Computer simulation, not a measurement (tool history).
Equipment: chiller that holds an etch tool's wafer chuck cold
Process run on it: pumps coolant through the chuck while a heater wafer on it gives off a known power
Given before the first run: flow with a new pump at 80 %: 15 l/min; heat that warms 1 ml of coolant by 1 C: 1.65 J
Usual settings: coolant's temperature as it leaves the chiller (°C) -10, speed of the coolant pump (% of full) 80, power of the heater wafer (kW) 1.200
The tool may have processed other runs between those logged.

run,hour,coolant's temperature as it leaves the chiller (°C),speed of the coolant pump (% of full),power of the heater wafer (kW),chuck's temperature once it has settled (°C),how much warmer the coolant comes back (C)
1,0.0,-10,80,1.200,-0.7,3.05
2,88.7,-10,80,1.200,-0.5,3.05
3,178.5,-18,80,1.200,-8.7,3.05
4,281.5,-18,80,0.987,-10.3,2.41
5,327.1,-18,80,0.987,-10.2,2.48
6,388.8,-18,80,0.987,-10.2,2.54
7,446.4,-10,80,1.200,-0.3,3.03
8,518.2,-10,69,1.200,0.8,3.56
9,577.4,-10,69,1.200,0.7,3.58
10,619.2,-10,69,1.043,-0.9,3.14
11,704.4,-10,80,1.200,-0.6,3.00
12,763.1,-10,80,1.200,-0.3,3.05
13,827.8,-10,80,1.200,-0.5,3.04
14,871.0,-1,80,1.200,8.7,3.02
15,931.3,-1,80,1.200,8.8,3.03
16,999.1,-1,80,1.200,8.9,3.07
17,1042.9,-9,80,0.671,-3.8,1.76
18,1128.3,-10,87,0.603,-5.8,1.38
19,1194.0,-6,62,0.738,1.4,2.52
# hour 1223.0: chiller's thermometer calibrated
20,1257.2,-4,76,1.144,6.2,3.19
21,1327.8,-10,70,1.479,3.9,4.41
22,1411.1,-9,70,1.797,8.0,5.36
23,1505.7,-9,70,1.797,7.9,5.39
24,1548.7,-6,80,1.274,4.8,3.29
25,1638.5,-6,80,1.274,4.9,3.26
# hour 1674.5: coolant changed, channels flushed
26,1737.9,-6,80,0.885,0.8,2.27
27,1788.8,-18,90,1.706,-5.7,3.95
28,1857.6,-18,90,1.706,-5.8,3.87
29,1958.7,-18,90,1.706,-5.8,3.92
30,2057.8,-10,64,1.145,0.6,3.84
31,2107.4,-9,69,1.449,3.6,4.53
32,2173.6,-7,94,1.253,1.6,2.77

Forecast each of these 3 alternatives for the next run:
A,2256.1,-10,80,1.293,?,?
B,2256.1,-4,65,0.846,?,?
C,2256.1,-10,66,0.960,?,?

run,chuck's temperature once it has settled (°C),how much warmer the coolant comes back (C)
A,0.0,3.42
B,3.8,2.83
C,-1.3,3.14
Without the tool's hidden state the same runs would have given:
run,chuck's temperature once it has settled (°C),how much warmer the coolant comes back (C)
A,-0.5,3.14
B,3.4,2.60
C,-1.8,2.88
